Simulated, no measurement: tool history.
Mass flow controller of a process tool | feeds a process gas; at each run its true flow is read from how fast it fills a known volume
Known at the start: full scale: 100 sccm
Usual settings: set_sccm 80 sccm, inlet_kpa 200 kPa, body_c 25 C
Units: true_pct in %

run     hour  set_sccm  inlet_kpa  body_c  true_pct
  1        0        80        200      25    100.53
  2    358.8        80        200      25    100.69
  3    877.9        80        155      25    100.55
  4   1407.1        80        155      25    100.49
      1724.7  -- controller's zero set anew
  5   1954.8        80        200      25    100.53
  6   2470.2        80        200      25     100.8
  7   2977.9        80        200      25    100.76
  8   3499.4        80        200      25    100.82
  9     4058        80        200      25    100.86
      4416.4  -- controller's zero set anew, once more
      4519.7  -- controller exchanged for a calibrated one
 10   4620.6        80        250      25    100.16
 11   5071.4        80        144      25     99.19
 12     5505        80        274      25    100.31
 13   6035.9        80        274      25    100.42
 14   6514.1        80        200      21    100.17
 15   6799.1        80        200      21    100.22
 16   7182.8        80        200      21    100.35
 17   7730.2        80        200      21    100.28
 18   8238.6        80        200      21    100.45
 19   8665.5        80        150      25     99.77
 20   9046.8        80        183      25    100.11
 21     9598        80        200      34     99.34
 22   9930.6        80        200      34     99.41
 23  10203.2        80        200      34     99.33
 24  10646.1        80        200      25     100.4
 25    11091        80        262      23    101.15
     11198.5  -- controller's zero set anew
 26  11352.8        19        200      25    100.54
 27  11845.6        49        261      25    101.46
 28  12239.4        49        256      32    100.92
 29  12660.5        37        181      25    100.67
 30  13091.2        12        153      25     98.36
 31  13396.4        12        153      25     98.17
 32  13859.9        11        200      25     97.88
       14020  -- controller exchanged for a calibrated one
 33  14232.6        23        146      38     96.67
 34  14526.1        23        142      29     97.43
 35  14828.1        57        260      26     99.36
 36  15118.4        39        278      26     99.19
 37  15352.6        46        200      30     98.31
 38  15722.2        80        170      33     98.46
 39  16255.7        33        200      20     98.86
 40  16796.4        80        214      26     99.64
 41  17110.1        80        200      23     99.87
 42  17485.5        72        200      24     99.82
 43  17751.6        72        200      24     99.74
 44  18224.3        72        200      24     99.64
 45  18625.9        72        200      24     99.83
 46  19067.2        72        200      24      99.9
 47  19439.7        22        272      38     95.96
 48  19879.7        80        144      25     99.71

Hidden state or all else? Some run-to-run changes of true_pct, split into what the settings, what came in and random variation would give without the hidden state, and what is left for the hidden state (with any gauge scatter that isn't in both results):
The hidden state here: flow at rest that the sensor doesn't see, % of full scale; true flow over the shown one, %; drift of the gauge itself on true_pct, %.
Run 29 -> 30: set_sccm 37 -> 12, inlet_kpa 181 -> 153. true_pct -2.31 %: hidden state -1.67, all else -0.64.
Run 46 -> 47: set_sccm 72 -> 22, inlet_kpa 200 -> 272, body_c 24 -> 38. true_pct -3.94 %: hidden state -2.32, all else -1.62.
Run 47 -> 48: set_sccm 22 -> 80, inlet_kpa 272 -> 144, body_c 38 -> 25. true_pct +3.75 %: hidden state +2.51, all else +1.24.
